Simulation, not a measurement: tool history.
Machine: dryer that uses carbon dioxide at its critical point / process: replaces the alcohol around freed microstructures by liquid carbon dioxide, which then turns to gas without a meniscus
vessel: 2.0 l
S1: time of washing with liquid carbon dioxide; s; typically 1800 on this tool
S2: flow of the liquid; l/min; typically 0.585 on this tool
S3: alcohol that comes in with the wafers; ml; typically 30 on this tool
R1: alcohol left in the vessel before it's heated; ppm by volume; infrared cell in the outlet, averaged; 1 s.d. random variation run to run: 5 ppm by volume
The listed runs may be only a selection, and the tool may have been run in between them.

run   hour    S1     S2  S3   R1
  1    0.0  1800  0.585  30   36
  2   33.2  1800  0.585  30   37
  3   65.7  1800  0.585  30   33
  4   99.4  1800  0.585  30   42
  5  119.7  1800  0.506  30   81
  6  137.6  2700  0.585  30   18
  7  167.8  1800  0.585  30   55
  8  203.8  1800  0.585  30   60
  9  221.1  1800  0.607  30   53
 10  257.3  1800  0.607  30   62
 11  289.3  1800  0.607  30   53
 12  315.9  1800  0.925  30   41
 13  350.1  1800  0.585  21   62
     376.7  -- inlet filter changed
 14  387.2  1800  0.585  21   56
 15  404.6  1800  0.928  54   56
 16  426.3  2700  0.533  30   60
 17  459.2  1800  0.585  89   98
 18  484.4  1080  0.585  89  803
 19  507.8  1920  0.891  35   64
 20  538.9  1920  0.891  35   66
 21  569.3  1920  0.398  35  216

Here are 3 independent what-if runs from the current tool condition. What would each one return?
  A  600.5  1800  0.742  34   ?
  B  600.5  1920  0.421  35   ?
  C  600.5  1140  0.575  21   ?

run   R1
  A   62
  B  189
  C  237
Had the tool no hidden state, the same runs would have come out as:
run   R1
  A    0
  B   87
  C  127
